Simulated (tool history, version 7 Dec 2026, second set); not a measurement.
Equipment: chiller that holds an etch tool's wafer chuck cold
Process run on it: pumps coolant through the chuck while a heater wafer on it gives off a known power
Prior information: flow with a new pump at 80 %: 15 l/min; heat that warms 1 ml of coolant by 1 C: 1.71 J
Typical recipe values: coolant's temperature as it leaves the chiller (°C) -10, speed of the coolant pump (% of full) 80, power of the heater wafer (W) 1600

run   hour  coolant's temperature as it leaves the chiller (°C)  speed of the coolant pump (% of full)  power of the heater wafer (W)  chuck's temperature once it has settled (°C)  how much warmer the coolant comes back (C)
  1    0.0                                                  -10                                     80                           1600                                          -0.7                                        3.78
  2   33.9                                                  -10                                     80                           1600                                          -0.8                                        3.75
  3   54.4                                                  -10                                     80                           1600                                          -0.6                                        3.67
  4   91.8                                                  -10                                     80                           1600                                          -0.6                                        3.78
  5  114.2                                                  -10                                     80                           1600                                          -0.5                                        3.71
  6  134.4                                                  -10                                     80                           1600                                          -0.6                                        3.65
  7  181.8                                                  -10                                     80                           1600                                          -0.6                                        3.69
  8  204.6                                                  -10                                     80                           1600                                          -0.5                                        3.69
  9  241.6                                                  -10                                     80                           1600                                          -0.4                                        3.60
 10  289.6                                                  -10                                     80                           1600                                          -0.5                                        3.68
 11  325.7                                                   -9                                     64                           1600                                           1.7                                        4.62
 12  368.6                                                   -9                                     74                            968                                          -2.9                                        2.37
 13  413.6                                                   -9                                     74                            968                                          -2.9                                        2.41
 14  458.9                                                   -1                                     79                           1214                                           6.3                                        2.76
 15  491.0                                                   -4                                     96                           1328                                           3.3                                        2.45
 16  525.2                                                   -9                                     69                           1222                                          -1.1                                        3.19
 17  567.2                                                   -1                                     80                           1600                                           8.5                                        3.58

Results per run with the tool's hidden condition removed, run-to-run variation unchanged:
Hidden state at play: heat passed by the chuck's channels, % of clean ones'; flow at a given pump speed, % of a new pump's; coolant's true temperature over the reading, C; drift of the gauge itself on chuck_c, C; drift of the gauge itself on warmer_back_c, C.
run  how much warmer the coolant comes back (C)
  1                                        3.78
  2                                        3.76
  3                                        3.69
  4                                        3.79
  5                                        3.73
  6                                        3.68
  7                                        3.73
  8                                        3.73
  9                                        3.65
 10                                        3.75
 11                                        4.69
 12                                        2.45
 13                                        2.49
 14                                        2.86
 15                                        2.56
 16                                        3.30
 17                                        3.70
chuck's temperature once it has settled (°C): same as the measured value in every run.

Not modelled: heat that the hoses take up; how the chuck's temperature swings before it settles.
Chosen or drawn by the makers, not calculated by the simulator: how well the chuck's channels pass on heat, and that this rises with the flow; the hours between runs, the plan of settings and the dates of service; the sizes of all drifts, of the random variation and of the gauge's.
